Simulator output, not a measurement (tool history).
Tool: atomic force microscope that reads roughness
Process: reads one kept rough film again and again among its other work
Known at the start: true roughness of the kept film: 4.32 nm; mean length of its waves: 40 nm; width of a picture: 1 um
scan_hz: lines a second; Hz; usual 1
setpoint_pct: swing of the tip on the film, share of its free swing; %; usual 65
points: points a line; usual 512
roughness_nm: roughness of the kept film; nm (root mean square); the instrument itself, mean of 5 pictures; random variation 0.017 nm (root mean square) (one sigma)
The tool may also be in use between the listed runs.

run 1 hour=0.0 | scan_hz=1 setpoint_pct=65 points=512 | roughness_nm=3.707
-- hour=66.5 new tip fitted
run 2 hour=68.7 | scan_hz=1 setpoint_pct=65 points=426 | roughness_nm=3.991
run 3 hour=116.7 | scan_hz=1 setpoint_pct=65 points=426 | roughness_nm=3.684
run 4 hour=165.3 | scan_hz=1 setpoint_pct=65 points=512 | roughness_nm=3.475
-- hour=183.4 new tip fitted
run 5 hour=216.2 | scan_hz=1 setpoint_pct=65 points=512 | roughness_nm=3.793
run 6 hour=253.4 | scan_hz=1 setpoint_pct=65 points=512 | roughness_nm=3.602
-- hour=301.5 new tip fitted
run 7 hour=336.1 | scan_hz=1 setpoint_pct=65 points=512 | roughness_nm=3.773
run 8 hour=411.3 | scan_hz=1 setpoint_pct=65 points=512 | roughness_nm=3.425
-- hour=417.6 new tip fitted
run 9 hour=472.0 | scan_hz=1 setpoint_pct=65 points=512 | roughness_nm=3.662
-- hour=535.5 new tip fitted
run 10 hour=556.4 | scan_hz=1 setpoint_pct=65 points=512 | roughness_nm=3.845
run 11 hour=618.3 | scan_hz=1 setpoint_pct=65 points=512 | roughness_nm=3.555

Run 12 comes next. What will it give?
-- hour=655.0 new tip fitted
run 12 hour=663.3 | scan_hz=1 setpoint_pct=65 points=512 | roughness_nm=?

For run 12 the tool returned roughness_nm 3.885 nm (root mean square).
Had the tool carried no hidden state, the very same run would have given roughness_nm 4.011 nm (root mean square).
